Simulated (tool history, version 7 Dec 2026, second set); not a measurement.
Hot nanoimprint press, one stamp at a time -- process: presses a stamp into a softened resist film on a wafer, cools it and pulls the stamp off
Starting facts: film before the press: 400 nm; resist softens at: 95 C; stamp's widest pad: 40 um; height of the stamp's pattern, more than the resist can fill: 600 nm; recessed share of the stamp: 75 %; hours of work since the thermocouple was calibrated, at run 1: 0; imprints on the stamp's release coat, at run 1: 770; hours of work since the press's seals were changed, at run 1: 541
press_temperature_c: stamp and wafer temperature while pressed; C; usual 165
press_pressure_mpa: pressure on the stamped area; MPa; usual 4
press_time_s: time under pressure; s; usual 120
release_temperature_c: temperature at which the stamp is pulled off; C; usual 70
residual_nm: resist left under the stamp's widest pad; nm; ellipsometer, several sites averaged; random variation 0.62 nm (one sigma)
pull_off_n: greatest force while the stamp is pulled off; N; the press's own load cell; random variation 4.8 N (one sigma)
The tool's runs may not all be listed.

| run | hour | press_temperature_c | press_pressure_mpa | press_time_s | release_temperature_c | hours of work since the thermocouple was calibrated | imprints on the stamp's release coat | hours of work since the press's seals were changed | residual_nm | pull_off_n |
|---|---|---|---|---|---|---|---|---|---|---|
| 1 | 0 | 165 | 4 | 120 | 70 | 0 | 770 | 541 | 148.3 | 296 |
| 2 | 23.7 | 165 | 4 | 120 | 70 | 11 | 818 | 552 | 147.6 | 302 |
| 3 | 41.8 | 165 | 4 | 120 | 64 | 20 | 855 | 560 | 147.5 | 365 |
| 4 | 64.1 | 165 | 4 | 120 | 70 | 30 | 901 | 571 | 148.9 | 328 |
| 5 | 87 | 165 | 4 | 120 | 75 | 41 | 948 | 582 | 149.8 | 278 |
| 6 | 108.6 | 165 | 4 | 120 | 75 | 51 | 992 | 592 | 148.1 | 270 |
| 7 | 128.6 | 165 | 4 | 120 | 75 | 60 | 1032 | 601 | 149.4 | 277 |
| 8 | 145.9 | 170 | 4 | 120 | 75 | 69 | 1068 | 609 | 121 | 285 |
| 9 | 168.6 | 165 | 4 | 179 | 70 | 79 | 1114 | 620 | 130.8 | 331 |
| 10 | 189 | 165 | 2.81 | 120 | 70 | 89 | 1156 | 629 | 183 | 342 |
| 11 | 208.8 | 165 | 4 | 118 | 70 | 98 | 1196 | 639 | 151.5 | 341 |
| 12 | 240.5 | 165 | 4 | 118 | 70 | 113 | 1261 | 654 | 152.6 | 361 |
| 13 | 267.7 | 165 | 4 | 118 | 70 | 126 | 1316 | 667 | 152.2 | 356 |
| 14 | 298.5 | 165 | 4 | 120 | 70 | 140 | 1379 | 681 | 151.1 | 364 |
| 15 | 320.1 | 165 | 4 | 120 | 70 | 151 | 1423 | 691 | 151.9 | 373 |
| 16 | 338.1 | 165 | 4 | 120 | 70 | 159 | 1460 | 700 | 152.5 | 371 |
| 17 | 363.9 | 165 | 4 | 120 | 70 | 171 | 1513 | 712 | 154 | 382 |
| 18 | 393.4 | 165 | 2.44 | 129 | 70 | 185 | 1573 | 726 | 194.2 | 392 |
| 19 | 406.5 | 165 | 2.44 | 170 | 70 | 191 | 1600 | 732 | 177.8 | 393 |
| 20 | 426.7 | 157 | 3.62 | 206 | 68 | 201 | 1641 | 741 | 191.6 | 416 |
|  | 458.2 | press's hydraulic seals changed and the load cell set to zero |
| 21 | 458.8 | 165 | 4.7 | 120 | 78 | 212 | 1690 | 0 | 135.3 | 305 |
| 22 | 489 | 167 | 3.71 | 75 | 70 | 226 | 1752 | 14 | 167 | 420 |
| 23 | 503.8 | 167 | 3.71 | 75 | 70 | 233 | 1782 | 21 | 168.2 | 414 |
| 24 | 524.8 | 160 | 3.71 | 200 | 70 | 243 | 1825 | 31 | 163.2 | 410 |
| 25 | 538 | 160 | 6.16 | 200 | 76 | 249 | 1852 | 38 | 122.8 | 342 |
| 26 | 557.6 | 165 | 4 | 165 | 61 | 258 | 1892 | 47 | 134.6 | 533 |
| 27 | 582 | 160 | 4 | 60 | 70 | 270 | 1942 | 58 | 229.9 | 416 |
| 28 | 611 | 176 | 3.95 | 92 | 61 | 284 | 2001 | 72 | 106.1 | 542 |
| 29 | 629.9 | 164 | 4 | 169 | 67 | 292 | 2039 | 81 | 138.3 | 483 |
| 30 | 658.1 | 173 | 4 | 72 | 63 | 306 | 2097 | 94 | 129.9 | 559 |

Branching from run 30: 3 alternative next runs. What would each branch give?
| A | 671.3 | 174 | 4 | 101 | 67 | 312 | 2124 | 100 | ? | ? |
| B | 671.3 | 176 | 4 | 98 | 77 | 312 | 2124 | 100 | ? | ? |
| C | 671.3 | 158 | 3.34 | 120 | 66 | 312 | 2124 | 100 | ? | ? |

| run | residual_nm | pull_off_n |
|---|---|---|
| A | 111 | 488 |
| B | 104.2 | 359 |
| C | 224.2 | 493 |
Take away the tool's hidden state, keep each run's random variation, and the runs would have read:
| run | residual_nm | pull_off_n |
|---|---|---|
| A | 106.5 | 257 |
| B | 100.1 | 187 |
| C | 215.3 | 259 |
